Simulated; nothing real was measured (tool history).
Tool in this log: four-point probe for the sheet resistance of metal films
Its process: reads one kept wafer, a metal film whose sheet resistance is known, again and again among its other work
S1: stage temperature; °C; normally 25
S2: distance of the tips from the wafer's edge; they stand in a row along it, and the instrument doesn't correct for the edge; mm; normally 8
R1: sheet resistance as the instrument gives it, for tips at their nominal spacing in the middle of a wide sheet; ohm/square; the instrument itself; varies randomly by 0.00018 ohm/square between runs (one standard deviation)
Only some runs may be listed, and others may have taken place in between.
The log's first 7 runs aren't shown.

run   hour  S1  S2        R1
  8  132.3  25   8  0.919432
  9  145.0  25   8  0.919095
 10  155.4  25  14  0.914132
 11  176.7  25  14  0.914237
 12  196.1  25  14  0.914277
 13  209.7  25  28  0.912556
 14  224.4  25   8  0.919468
 15  244.7  25   8  0.919750
 16  254.5  20   8  0.922108
 17  274.7  20   8  0.922297
 18  287.8  32  47  0.908560
 19  306.6  28  47  0.910762
 20  326.5  28  47  0.910634
 21  338.7  31  20  0.910042
 22  351.2  31  20  0.910370
 23  372.6  30   9  0.916086
 24  390.7  30  53  0.910116
 25  402.1  30  53  0.910009
 26  422.5  30  53  0.909949
 27  440.6  20  62  0.915094
 28  463.8  26   8  0.919356
 29  476.6  26   8  0.919620
 30  493.1  25  23  0.913579
 31  512.8  33  10  0.913571
 32  529.6  33  10  0.913478

Consider 5 possible next runs. They are alternatives, not a sequence: every one starts from the tool as it was left by run 32. What does each give?
  A  553.1  35   6   ?
  B  553.1  33  16   ?
  C  553.1  22  27   ?
  D  553.1  31   5   ?
  E  553.1  25  39   ?

run        R1
  A  0.921264
  B  0.910535
  C  0.914938
  D  0.928482
  E  0.913055
Without the tool's hidden state the same runs would have given:
run        R1
  A  0.918650
  B  0.907945
  C  0.912305
  D  0.925838
  E  0.910436

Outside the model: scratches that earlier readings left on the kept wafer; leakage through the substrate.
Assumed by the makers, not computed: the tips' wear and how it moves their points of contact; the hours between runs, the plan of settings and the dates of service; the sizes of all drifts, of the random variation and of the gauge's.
